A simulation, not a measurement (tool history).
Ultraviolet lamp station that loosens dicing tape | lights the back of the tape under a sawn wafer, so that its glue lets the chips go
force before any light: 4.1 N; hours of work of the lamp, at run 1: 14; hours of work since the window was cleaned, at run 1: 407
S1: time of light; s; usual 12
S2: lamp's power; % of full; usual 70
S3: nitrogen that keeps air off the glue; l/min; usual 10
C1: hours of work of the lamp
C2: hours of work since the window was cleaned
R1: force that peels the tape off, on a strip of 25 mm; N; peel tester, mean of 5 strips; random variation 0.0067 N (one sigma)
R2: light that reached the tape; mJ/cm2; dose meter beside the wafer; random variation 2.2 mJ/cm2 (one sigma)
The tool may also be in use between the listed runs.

run	hour	S1	S2	S3	C1	C2	R1	R2
1	0	12	70	10	14	407	0.26	190
# hour 2.7: window cleaned of glue's vapour
2	33.6	12	70	10	37	21	0.244	196
3	61	12	70	10	56	40	0.236	194
4	101.4	12	70	10	83	68	0.247	195
5	134.4	12	70	7	106	90	0.32	196
6	177	12	70	5	135	120	0.402	195
7	222.1	12	70	5	166	150	0.424	189
8	246.6	12	70	5	183	167	0.405	188
9	273.9	12	70	10	202	186	0.255	185
10	316.4	12	70	10	231	215	0.267	184
11	352.2	12	70	10	255	240	0.279	186
12	398.1	22	70	10	287	271	0.106	338
13	437.3	22	70	10	314	298	0.103	332
14	458.7	12	70	10	328	313	0.303	181
15	483.9	12	70	10	346	330	0.288	181
16	509.7	12	70	10	363	348	0.294	180
17	529.6	12	70	10	377	361	0.288	179
18	576.6	12	70	10	409	393	0.298	173
# hour 599.7: window cleaned of glue's vapour
19	621	12	70	10	439	15	0.278	183
20	658.9	20	70	10	465	41	0.13	299
21	696.2	12	70	10	491	66	0.292	180
22	735.1	23	60	6	518	93	0.165	288
23	781.8	11	87	11	550	125	0.226	197
24	801.4	8	68	5	563	138	0.976	117
25	833.6	16	66	5	585	160	0.304	215
26	855.7	16	66	5	600	176	0.318	217
27	892.9	16	66	5	626	201	0.32	216
28	918.4	14	90	10	643	218	0.148	253
29	943.7	7	84	4	661	236	1.045	119
30	973.4	7	84	4	681	256	1.08	115
31	1016.6	8	94	6	711	286	0.593	149
32	1062.7	8	94	6	742	317	0.598	149
33	1093.7	8	94	6	764	339	0.584	148
34	1128.8	8	94	6	788	363	0.57	144
35	1170.6	12	79	10	816	391	0.287	182
# hour 1197.3: window cleaned of glue's vapour
36	1207.4	18	97	19	841	7	0.105	350
37	1227.8	18	97	19	855	21	0.091	350
38	1247.8	16	86	12	869	35	0.126	273
39	1273.5	16	86	12	886	52	0.116	265
40	1305	12	67	10	908	74	0.398	162
41	1335.4	22	74	6	929	95	0.139	313
42	1365.2	22	74	6	949	115	0.151	314

5 ways to go on from here, each from the tool as it stands after run 42. What would each give?
A	1394.9	12	70	9	970	135	?	?
B	1394.9	12	70	5	970	135	?	?
C	1394.9	7	70	10	970	135	?	?
D	1394.9	7	70	9	970	135	?	?
E	1394.9	10	70	10	970	135	?	?

run	R1	R2
A	0.399	163
B	0.55	161
C	0.933	94
D	0.976	94
E	0.501	134
Without the tool's hidden state the same runs would have given:
run	R1	R2
A	0.249	207
B	0.348	204
C	0.645	120
D	0.68	119
E	0.318	170

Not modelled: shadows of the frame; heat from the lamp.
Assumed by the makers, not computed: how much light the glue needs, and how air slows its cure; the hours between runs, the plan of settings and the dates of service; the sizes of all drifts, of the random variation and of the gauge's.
